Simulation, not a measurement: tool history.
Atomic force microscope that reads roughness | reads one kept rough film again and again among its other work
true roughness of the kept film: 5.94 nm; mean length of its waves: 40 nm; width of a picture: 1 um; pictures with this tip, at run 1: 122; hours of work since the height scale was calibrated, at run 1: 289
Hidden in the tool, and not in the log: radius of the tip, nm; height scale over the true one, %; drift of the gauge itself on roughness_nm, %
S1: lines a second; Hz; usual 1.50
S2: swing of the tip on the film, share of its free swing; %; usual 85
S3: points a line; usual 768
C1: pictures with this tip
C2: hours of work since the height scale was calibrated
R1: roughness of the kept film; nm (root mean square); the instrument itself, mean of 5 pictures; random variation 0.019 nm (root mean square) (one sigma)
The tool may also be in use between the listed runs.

Run 1, hour 0.0: usual settings; C1 122; C2 289. Result: R1 4.256 nm (root mean square).
Run 2, hour 7.2: usual settings; C1 138; C2 295. Result: R1 4.218 nm (root mean square).
Run 3, hour 13.0: usual settings but S1 2.23 Hz; C1 151; C2 299. Result: R1 3.935 nm (root mean square).
Run 4, hour 24.5: usual settings but S1 2.23 Hz; C1 176; C2 307. Result: R1 3.926 nm (root mean square).
Run 5, hour 31.0: usual settings but S1 2.23 Hz; C1 190; C2 312. Result: R1 3.855 nm (root mean square).
Run 6, hour 37.8: usual settings but S1 2.23 Hz; C1 205; C2 317. Result: R1 3.855 nm (root mean square).
Run 7, hour 46.7: usual settings but S1 2.23 Hz; C1 224; C2 324. Result: R1 3.800 nm (root mean square).
Run 8, hour 58.3: usual settings but S3 741; C1 249; C2 332. Result: R1 4.011 nm (root mean square).
Run 9, hour 68.3: usual settings; C1 271; C2 340. Result: R1 3.937 nm (root mean square).
Run 10, hour 77.3: usual settings; C1 290; C2 346. Result: R1 3.940 nm (root mean square).
Run 11, hour 90.4: usual settings; C1 319; C2 356. Result: R1 3.859 nm (root mean square).
At hour 100.5: new tip fitted.
Run 12, hour 101.2: usual settings; C1 1; C2 364. Result: R1 4.509 nm (root mean square).
Run 13, hour 112.7: usual settings; C1 26; C2 372. Result: R1 4.463 nm (root mean square).
Run 14, hour 121.3: usual settings but S3 666; C1 45; C2 379. Result: R1 4.390 nm (root mean square).
Run 15, hour 132.1: usual settings but S3 666; C1 68; C2 387. Result: R1 4.406 nm (root mean square).
Run 16, hour 141.5: usual settings but S2 61 %; C1 89; C2 394. Result: R1 4.804 nm (root mean square).
Run 17, hour 151.4: usual settings but S3 451; C1 110; C2 401. Result: R1 4.270 nm (root mean square).
Run 18, hour 157.3: usual settings but S2 86 %; C1 123; C2 405. Result: R1 4.224 nm (root mean square).
Run 19, hour 170.9: usual settings but S2 86 %; C1 153; C2 415. Result: R1 4.175 nm (root mean square).
Run 20, hour 184.5: usual settings but S2 86 %; C1 182; C2 425. Result: R1 4.105 nm (root mean square).
Run 21, hour 195.1: usual settings but S2 86 %; C1 205; C2 433. Result: R1 4.066 nm (root mean square).
Run 22, hour 202.3: usual settings but S2 86 %; C1 221; C2 438. Result: R1 4.030 nm (root mean square).
Run 23, hour 215.4: usual settings but S2 86 %; C1 249; C2 448. Result: R1 3.980 nm (root mean square).
Run 24, hour 227.4: usual settings but S2 82 %; C1 276; C2 457. Result: R1 4.038 nm (root mean square).
Run 25, hour 233.7: usual settings but S2 82 %; C1 289; C2 462. Result: R1 3.976 nm (root mean square).
Run 26, hour 242.2: usual settings but S1 0.51 Hz, S2 82 %; C1 308; C2 468. Result: R1 4.254 nm (root mean square).
Run 27, hour 255.0: usual settings but S1 0.76 Hz; C1 336; C2 477. Result: R1 4.114 nm (root mean square).
At hour 257.4: new tip fitted.
Run 28, hour 264.5: usual settings but S1 0.81 Hz, S3 795; C1 15; C2 484. Result: R1 4.802 nm (root mean square).
Run 29, hour 277.6: usual settings but S1 1.56 Hz, S3 795; C1 44; C2 494. Result: R1 4.422 nm (root mean square).
Run 30, hour 286.0: usual settings but S1 1.56 Hz, S3 795; C1 62; C2 500. Result: R1 4.395 nm (root mean square).
Run 31, hour 293.1: usual settings but S1 3.51 Hz, S2 84 %, S3 589; C1 77; C2 505. Result: R1 3.821 nm (root mean square).
Run 32, hour 301.3: usual settings but S1 3.51 Hz, S2 84 %, S3 589; C1 95; C2 511. Result: R1 3.776 nm (root mean square).
Run 33, hour 311.5: usual settings but S1 1.53 Hz, S2 80 %, S3 492; C1 117; C2 519. Result: R1 4.390 nm (root mean square).
Run 34, hour 322.7: usual settings but S1 0.96 Hz, S2 65 %; C1 142; C2 527. Result: R1 4.698 nm (root mean square).
Run 35, hour 330.8: usual settings but S1 0.96 Hz, S2 65 %; C1 159; C2 533. Result: R1 4.665 nm (root mean square).
Run 36, hour 342.9: usual settings but S1 0.79 Hz, S2 59 %, S3 663; C1 186; C2 542. Result: R1 4.678 nm (root mean square).
Run 37, hour 354.7: usual settings but S2 56 %; C1 211; C2 551. Result: R1 4.560 nm (root mean square).
Run 38, hour 367.4: usual settings but S2 56 %; C1 239; C2 560. Result: R1 4.493 nm (root mean square).
Run 39, hour 378.0: usual settings but S1 3.56 Hz, S2 63 %, S3 663; C1 262; C2 568. Result: R1 4.162 nm (root mean square).
Run 40, hour 384.6: usual settings but S1 1.60 Hz, S2 74 %, S3 334; C1 276; C2 573. Result: R1 4.174 nm (root mean square).
Run 41, hour 391.8: usual settings but S1 1.72 Hz, S3 368; C1 292; C2 578. Result: R1 3.891 nm (root mean square).
Run 42, hour 399.9: usual settings but S1 1.72 Hz, S2 55 %, S3 368; C1 309; C2 584. Result: R1 4.327 nm (root mean square).
Run 43, hour 406.8: usual settings but S1 1.72 Hz, S2 55 %, S3 368; C1 324; C2 589. Result: R1 4.279 nm (root mean square).
At hour 414.3: new tip fitted.
Run 44, hour 415.8: usual settings but S1 1.72 Hz, S2 55 %, S3 368; C1 3; C2 595. Result: R1 5.084 nm (root mean square).
Run 45, hour 426.8: usual settings but S1 1.72 Hz, S2 55 %, S3 570; C1 27; C2 603. Result: R1 5.007 nm (root mean square).
Run 46, hour 433.9: usual settings but S1 1.72 Hz, S2 55 %, S3 570; C1 42; C2 609. Result: R1 4.958 nm (root mean square).
Run 47, hour 442.5: usual settings but S2 67 %; C1 61; C2 615. Result: R1 4.815 nm (root mean square).
Run 48, hour 450.0: usual settings but S2 67 %; C1 77; C2 621. Result: R1 4.773 nm (root mean square).
Run 49, hour 462.5: usual settings but S2 67 %; C1 104; C2 630. Result: R1 4.665 nm (root mean square).
Run 50, hour 471.6: usual settings but S1 0.51 Hz, S2 79 %, S3 400; C1 124; C2 637. Result: R1 4.710 nm (root mean square).
Run 51, hour 483.0: usual settings but S1 0.51 Hz, S2 79 %, S3 400; C1 149; C2 645. Result: R1 4.654 nm (root mean square).
Run 52, hour 495.9: usual settings but S1 2.33 Hz, S2 76 %, S3 400; C1 177; C2 655. Result: R1 4.170 nm (root mean square).
Run 53, hour 509.9: usual settings but S1 2.33 Hz, S2 76 %, S3 400; C1 207; C2 665. Result: R1 4.118 nm (root mean square).
Run 54, hour 523.3: usual settings but S1 1.82 Hz, S3 379; C1 236; C2 675. Result: R1 3.934 nm (root mean square).

Forecast each of these 3 alternatives for the next run:
Run A, hour 530.9: usual settings but S2 86 %, S3 533; C1 253; C2 680. Result: R1 ?.
Run B, hour 530.9: usual settings but S2 62 %; C1 253; C2 680. Result: R1 ?.
Run C, hour 530.9: usual settings but S1 0.57 Hz, S2 61 %, S3 379; C1 253; C2 680. Result: R1 ?.

run     R1
  A  3.974
  B  4.428
  C  4.488
Without the tool's hidden state the same runs would have given:
run     R1
  A  4.478
  B  4.987
  C  5.056

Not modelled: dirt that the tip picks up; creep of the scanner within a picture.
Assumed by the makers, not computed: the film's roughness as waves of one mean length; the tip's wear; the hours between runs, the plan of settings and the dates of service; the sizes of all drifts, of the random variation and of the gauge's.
